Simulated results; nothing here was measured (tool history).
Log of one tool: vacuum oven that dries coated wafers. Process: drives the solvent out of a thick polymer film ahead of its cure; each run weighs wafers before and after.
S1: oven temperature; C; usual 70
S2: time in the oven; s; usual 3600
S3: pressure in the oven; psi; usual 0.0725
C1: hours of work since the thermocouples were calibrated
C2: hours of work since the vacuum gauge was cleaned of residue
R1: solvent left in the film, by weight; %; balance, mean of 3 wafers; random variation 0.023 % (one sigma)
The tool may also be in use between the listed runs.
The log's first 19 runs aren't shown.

Run 20, day 55.333: usual settings but S2 3120 s; C1 694; C2 327. Result: R1 2.43 %.
Run 21, day 57.454: usual settings but S1 63 C; C1 729; C2 362. Result: R1 3.93 %.
Run 22, day 59.3: usual settings; C1 759; C2 392. Result: R1 1.85 %.
Run 23, day 61.962: usual settings but S1 76 C, S2 4620 s, S3 0.0709 psi; C1 803; C2 436. Result: R1 0.51 %.
Run 24, day 65.454: usual settings but S1 78 C, S3 0.041 psi; C1 860; C2 493. Result: R1 0.51 %.
Run 25, day 68.033: usual settings but S1 83 C, S3 0.2547 psi; C1 902; C2 535. Result: R1 0.89 %.
At day 68.458: oven's thermocouples calibrated.
Run 26, day 70.65: usual settings but S1 83 C, S3 0.2547 psi; C1 36; C2 577. Result: R1 1.01 %.
Run 27, day 72.779: usual settings but S1 83 C, S3 0.2547 psi; C1 71; C2 612. Result: R1 0.98 %.
Run 28, day 74.754: usual settings but S1 81 C, S2 3960 s, S3 0.0802 psi; C1 103; C2 644. Result: R1 0.44 %.
Run 29, day 78.125: usual settings but S1 81 C, S2 4680 s, S3 0.0484 psi; C1 159; C2 699. Result: R1 0.27 %.
Run 30, day 80.771: usual settings but S1 62 C, S2 2700 s; C1 202; C2 743. Result: R1 6.53 %.
Run 31, day 82.496: usual settings but S2 4020 s; C1 230; C2 771. Result: R1 1.75 %.
Run 32, day 85.104: usual settings but S2 2700 s; C1 273; C2 814. Result: R1 3.46 %.
Run 33, day 88.512: usual settings but S1 79 C, S2 5640 s; C1 329; C2 870. Result: R1 0.38 %.
Run 34, day 92.054: usual settings but S1 60 C, S2 5940 s; C1 387; C2 928. Result: R1 2.86 %.
Run 35, day 94.192: usual settings but S1 60 C, S2 3300 s, S3 0.1626 psi; C1 422; C2 963. Result: R1 6.63 %.
Run 36, day 96.325: usual settings but S1 60 C, S2 3300 s, S3 0.1626 psi; C1 457; C2 998. Result: R1 6.55 %.
Run 37, day 97.992: usual settings but S2 5280 s, S3 0.0413 psi; C1 484; C2 1025. Result: R1 0.89 %.
Run 38, day 101.492: usual settings but S2 5640 s; C1 542; C2 1083. Result: R1 0.95 %.
Run 39, day 103.558: usual settings but S1 64 C, S2 1860 s, S3 0.2793 psi; C1 576; C2 1117. Result: R1 8.85 %.
Run 40, day 105.129: usual settings but S1 67 C, S2 1860 s, S3 0.2793 psi; C1 601; C2 1142. Result: R1 7.52 %.
Run 41, day 107.883: usual settings but S1 67 C, S2 1860 s, S3 0.2793 psi; C1 647; C2 1188. Result: R1 7.48 %.
Run 42, day 110.475: usual settings but S1 67 C, S2 1860 s, S3 0.0421 psi; C1 689; C2 1230. Result: R1 6.48 %.
Run 43, day 112.25: usual settings but S1 69 C, S2 4920 s, S3 0.0628 psi; C1 718; C2 1259. Result: R1 1.24 %.

5 ways to go on from here, each from the tool as it stands after run 43. What would each give?
Run A, day 115.042: usual settings but S3 0.0799 psi; C1 764; C2 1305. Result: R1 ?.
Run B, day 115.042: usual settings but S1 73 C, S2 3900 s; C1 764; C2 1305. Result: R1 ?.
Run C, day 115.042: usual settings but S3 0.0608 psi; C1 764; C2 1305. Result: R1 ?.
Run D, day 115.042: usual settings but S1 56 C, S3 0.1011 psi; C1 764; C2 1305. Result: R1 ?.
Run E, day 115.042: usual settings but S2 3780 s; C1 764; C2 1305. Result: R1 ?.

run    R1
  A  2.09
  B  1.22
  C  1.98
  D  7.26
  E  1.89
Without the tool's hidden state the same runs would have given:
run    R1
  A  2.12
  B  1.21
  C     2
  D  7.35
  E   1.9

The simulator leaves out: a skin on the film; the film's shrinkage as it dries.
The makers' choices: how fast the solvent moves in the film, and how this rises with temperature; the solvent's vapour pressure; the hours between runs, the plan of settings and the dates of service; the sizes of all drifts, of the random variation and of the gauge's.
